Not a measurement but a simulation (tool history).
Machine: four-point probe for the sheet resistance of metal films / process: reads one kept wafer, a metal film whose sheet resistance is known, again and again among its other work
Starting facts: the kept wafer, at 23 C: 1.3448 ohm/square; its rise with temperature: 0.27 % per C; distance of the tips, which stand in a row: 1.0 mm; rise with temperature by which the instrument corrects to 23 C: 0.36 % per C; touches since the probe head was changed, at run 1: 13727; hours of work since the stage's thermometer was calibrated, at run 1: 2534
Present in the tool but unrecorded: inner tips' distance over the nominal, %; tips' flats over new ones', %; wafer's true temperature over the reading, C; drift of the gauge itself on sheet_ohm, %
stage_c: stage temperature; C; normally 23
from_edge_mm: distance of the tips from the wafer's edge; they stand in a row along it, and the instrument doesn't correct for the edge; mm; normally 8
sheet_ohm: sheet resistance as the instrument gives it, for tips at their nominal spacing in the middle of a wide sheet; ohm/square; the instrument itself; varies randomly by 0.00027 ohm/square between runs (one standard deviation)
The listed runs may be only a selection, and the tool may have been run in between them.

run	hour	stage_c	from_edge_mm	touches since the probe head was changed	hours of work since the stage's thermometer was calibrated	sheet_ohm
1	0.0	23	8	13727	2534	1.356547
2	40.5	23	8	14091	2551	1.355779
3	69.5	23	42	14350	2564	1.345620
4	108.8	23	42	14703	2581	1.345093
5	154.2	27	8	15111	2601	1.351591
6	213.9	27	8	15646	2627	1.351481
7	267.4	27	8	16126	2650	1.351459
8	314.4	27	8	16548	2670	1.351120
# hour 344.6: stage's thermometer calibrated
9	355.9	27	8	16915	5	1.351789
10	425.8	27	8	17543	35	1.351433
11	455.4	27	8	17809	48	1.351141
12	505.4	19	8	18258	70	1.360745
13	557.2	19	8	18722	92	1.360817
14	628.2	19	8	19360	123	1.361238
15	658.1	19	8	19628	136	1.360779
16	719.0	23	8	20174	163	1.356328
17	771.0	23	8	20641	185	1.355943
18	817.0	23	8	21054	205	1.356022
19	846.6	23	8	21319	218	1.355910
20	879.1	26	8	21610	232	1.352333
21	919.2	26	8	21971	250	1.352393
22	986.3	23	7	22573	279	1.359617
23	1025.5	23	7	22925	296	1.359036
24	1096.9	20	70	23565	327	1.348593
25	1161.2	22	74	24142	355	1.346031
26	1207.8	26	3	24560	375	1.417227
27	1247.2	21	4	24913	392	1.391454
28	1275.9	21	4	25172	405	1.390819
29	1336.3	23	52	25713	431	1.345382
30	1374.1	19	8	26053	447	1.361257
31	1422.7	33	63	26489	469	1.333609
32	1468.0	33	63	26895	488	1.333628
33	1510.7	33	30	27278	507	1.333795
34	1576.2	19	4	27866	535	1.394113
35	1630.3	19	4	28351	559	1.394206
36	1668.0	19	4	28690	575	1.393490
37	1699.2	19	4	28970	589	1.393234
38	1762.1	19	4	29534	616	1.393473
39	1808.8	19	13	29953	636	1.354097
40	1859.5	23	32	30408	658	1.346022
41	1928.5	22	5	31027	688	1.374407
42	1985.1	23	13	31535	713	1.349039
43	2017.4	28	3	31825	727	1.413754
44	2058.6	28	3	32195	745	1.414083
45	2106.3	23	3	32623	766	1.420430

Take each entry between the runs: how does the hidden state at the last listed run before it differ from the hidden state at the first listed run after it?
From run 8 to run 9: stage's thermometer calibrated (hour 344.6)
  wafer's true temperature over the reading, C: 0.01 -> 0
